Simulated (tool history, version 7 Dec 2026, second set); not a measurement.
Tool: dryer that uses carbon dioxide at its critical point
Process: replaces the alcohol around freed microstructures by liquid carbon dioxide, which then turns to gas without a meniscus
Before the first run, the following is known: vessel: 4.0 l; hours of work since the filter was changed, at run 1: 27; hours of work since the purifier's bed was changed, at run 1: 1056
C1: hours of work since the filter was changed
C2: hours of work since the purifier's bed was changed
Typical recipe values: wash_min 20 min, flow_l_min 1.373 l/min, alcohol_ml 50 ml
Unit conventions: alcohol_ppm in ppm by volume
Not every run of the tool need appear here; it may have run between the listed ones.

run 1 hour=0 | wash_min=20 flow_l_min=1.373 alcohol_ml=50 | C1=27 C2=1056 | alcohol_ppm=220
run 2 hour=50.9 | wash_min=20 flow_l_min=1.373 alcohol_ml=50 | C1=51 C2=1080 | alcohol_ppm=238
run 3 hour=112.6 | wash_min=20 flow_l_min=0.93 alcohol_ml=50 | C1=81 C2=1110 | alcohol_ppm=399
run 4 hour=162.8 | wash_min=20 flow_l_min=1.373 alcohol_ml=50 | C1=104 C2=1133 | alcohol_ppm=261
run 5 hour=194.3 | wash_min=20 flow_l_min=1.373 alcohol_ml=50 | C1=119 C2=1149 | alcohol_ppm=259
run 6 hour=233.1 | wash_min=20 flow_l_min=1.373 alcohol_ml=50 | C1=138 C2=1167 | alcohol_ppm=261
run 7 hour=289.8 | wash_min=20 flow_l_min=1.373 alcohol_ml=50 | C1=165 C2=1194 | alcohol_ppm=276
run 8 hour=339.8 | wash_min=20 flow_l_min=1.373 alcohol_ml=50 | C1=189 C2=1218 | alcohol_ppm=291
-- hour=360.1 purifier's bed changed
-- hour=378 inlet filter changed
run 9 hour=388.1 | wash_min=20 flow_l_min=1.21 alcohol_ml=50 | C1=5 C2=13 | alcohol_ppm=43
run 10 hour=417.7 | wash_min=20 flow_l_min=1.14 alcohol_ml=50 | C1=19 C2=27 | alcohol_ppm=65
run 11 hour=456.9 | wash_min=20 flow_l_min=1.373 alcohol_ml=50 | C1=38 C2=46 | alcohol_ppm=41
run 12 hour=493 | wash_min=20 flow_l_min=1.373 alcohol_ml=50 | C1=55 C2=63 | alcohol_ppm=42
run 13 hour=530.8 | wash_min=20 flow_l_min=1.373 alcohol_ml=50 | C1=73 C2=81 | alcohol_ppm=42
run 14 hour=587.4 | wash_min=20 flow_l_min=1.373 alcohol_ml=50 | C1=100 C2=108 | alcohol_ppm=55
run 15 hour=637.8 | wash_min=20 flow_l_min=1.373 alcohol_ml=23 | C1=124 C2=132 | alcohol_ppm=48
run 16 hour=675.8 | wash_min=20 flow_l_min=1.373 alcohol_ml=23 | C1=142 C2=150 | alcohol_ppm=53
run 17 hour=722.9 | wash_min=20 flow_l_min=1.373 alcohol_ml=23 | C1=164 C2=172 | alcohol_ppm=64
run 18 hour=762 | wash_min=20 flow_l_min=1.373 alcohol_ml=23 | C1=183 C2=191 | alcohol_ppm=55
run 19 hour=787.9 | wash_min=20 flow_l_min=1.373 alcohol_ml=23 | C1=195 C2=203 | alcohol_ppm=64
-- hour=807.7 inlet filter changed
run 20 hour=833.9 | wash_min=20 flow_l_min=1.373 alcohol_ml=23 | C1=12 C2=225 | alcohol_ppm=67
run 21 hour=892.9 | wash_min=20 flow_l_min=1.373 alcohol_ml=23 | C1=41 C2=253 | alcohol_ppm=60
run 22 hour=949.3 | wash_min=20 flow_l_min=1.373 alcohol_ml=79 | C1=67 C2=280 | alcohol_ppm=100
run 23 hour=974.8 | wash_min=20 flow_l_min=1.373 alcohol_ml=79 | C1=80 C2=292 | alcohol_ppm=101
run 24 hour=1021.8 | wash_min=20 flow_l_min=1.373 alcohol_ml=79 | C1=102 C2=314 | alcohol_ppm=104
run 25 hour=1078.2 | wash_min=17 flow_l_min=2.09 alcohol_ml=50 | C1=129 C2=341 | alcohol_ppm=83
run 26 hour=1115.1 | wash_min=17 flow_l_min=2.09 alcohol_ml=50 | C1=146 C2=359 | alcohol_ppm=89
run 27 hour=1141.3 | wash_min=18 flow_l_min=1.83 alcohol_ml=58 | C1=159 C2=371 | alcohol_ppm=101
run 28 hour=1183.4 | wash_min=28 flow_l_min=1.91 alcohol_ml=114 | C1=179 C2=391 | alcohol_ppm=85
-- hour=1236.9 inlet filter changed
run 29 hour=1241.1 | wash_min=28 flow_l_min=1.91 alcohol_ml=114 | C1=2 C2=418 | alcohol_ppm=98
run 30 hour=1300.9 | wash_min=28 flow_l_min=1.373 alcohol_ml=50 | C1=30 C2=447 | alcohol_ppm=102
run 31 hour=1345.3 | wash_min=20 flow_l_min=1.82 alcohol_ml=50 | C1=52 C2=468 | alcohol_ppm=119
run 32 hour=1386.1 | wash_min=21 flow_l_min=1.373 alcohol_ml=50 | C1=71 C2=487 | alcohol_ppm=121
run 33 hour=1426.5 | wash_min=20 flow_l_min=2.2 alcohol_ml=81 | C1=90 C2=507 | alcohol_ppm=115
run 34 hour=1485.2 | wash_min=16 flow_l_min=2.2 alcohol_ml=81 | C1=118 C2=535 | alcohol_ppm=123
run 35 hour=1545.5 | wash_min=22 flow_l_min=1.08 alcohol_ml=78 | C1=147 C2=563 | alcohol_ppm=236
run 36 hour=1582.6 | wash_min=22 flow_l_min=1.08 alcohol_ml=78 | C1=165 C2=581 | alcohol_ppm=244
run 37 hour=1645.5 | wash_min=20 flow_l_min=1.95 alcohol_ml=35 | C1=195 C2=611 | alcohol_ppm=137
-- hour=1666.4 inlet filter changed
run 38 hour=1698 | wash_min=20 flow_l_min=1.95 alcohol_ml=35 | C1=15 C2=635 | alcohol_ppm=137
run 39 hour=1728.3 | wash_min=20 flow_l_min=1.95 alcohol_ml=35 | C1=29 C2=650 | alcohol_ppm=133
run 40 hour=1770 | wash_min=18 flow_l_min=1.13 alcohol_ml=65 | C1=49 C2=670 | alcohol_ppm=286
run 41 hour=1831 | wash_min=20 flow_l_min=1.94 alcohol_ml=70 | C1=78 C2=699 | alcohol_ppm=160
run 42 hour=1860.9 | wash_min=20 flow_l_min=1.46 alcohol_ml=50 | C1=93 C2=713 | alcohol_ppm=166
run 43 hour=1901.1 | wash_min=20 flow_l_min=1.46 alcohol_ml=50 | C1=112 C2=732 | alcohol_ppm=174
run 44 hour=1949.5 | wash_min=20 flow_l_min=1.46 alcohol_ml=50 | C1=135 C2=755 | alcohol_ppm=179
run 45 hour=2002 | wash_min=31 flow_l_min=0.88 alcohol_ml=79 | C1=160 C2=780 | alcohol_ppm=218
run 46 hour=2046.2 | wash_min=31 flow_l_min=0.88 alcohol_ml=79 | C1=181 C2=801 | alcohol_ppm=228
run 47 hour=2083.2 | wash_min=24 flow_l_min=1.06 alcohol_ml=26 | C1=199 C2=819 | alcohol_ppm=207
-- hour=2097.5 inlet filter changed
run 48 hour=2114.7 | wash_min=18 flow_l_min=0.95 alcohol_ml=22 | C1=8 C2=833 | alcohol_ppm=265

Branching from run 48: 3 alternative next runs. What would each branch give?
run A hour=2142.9 | wash_min=20 flow_l_min=2.17 alcohol_ml=40 | C1=22 C2=847 | alcohol_ppm=?
run B hour=2142.9 | wash_min=29 flow_l_min=0.84 alcohol_ml=22 | C1=22 C2=847 | alcohol_ppm=?
run C hour=2142.9 | wash_min=19 flow_l_min=1.46 alcohol_ml=87 | C1=22 C2=847 | alcohol_ppm=?

run=A alcohol_ppm=183
run=B alcohol_ppm=188
run=C alcohol_ppm=211
Without the tool's unlogged condition, the same runs would have read:
run=A alcohol_ppm=6
run=B alcohol_ppm=14
run=C alcohol_ppm=36

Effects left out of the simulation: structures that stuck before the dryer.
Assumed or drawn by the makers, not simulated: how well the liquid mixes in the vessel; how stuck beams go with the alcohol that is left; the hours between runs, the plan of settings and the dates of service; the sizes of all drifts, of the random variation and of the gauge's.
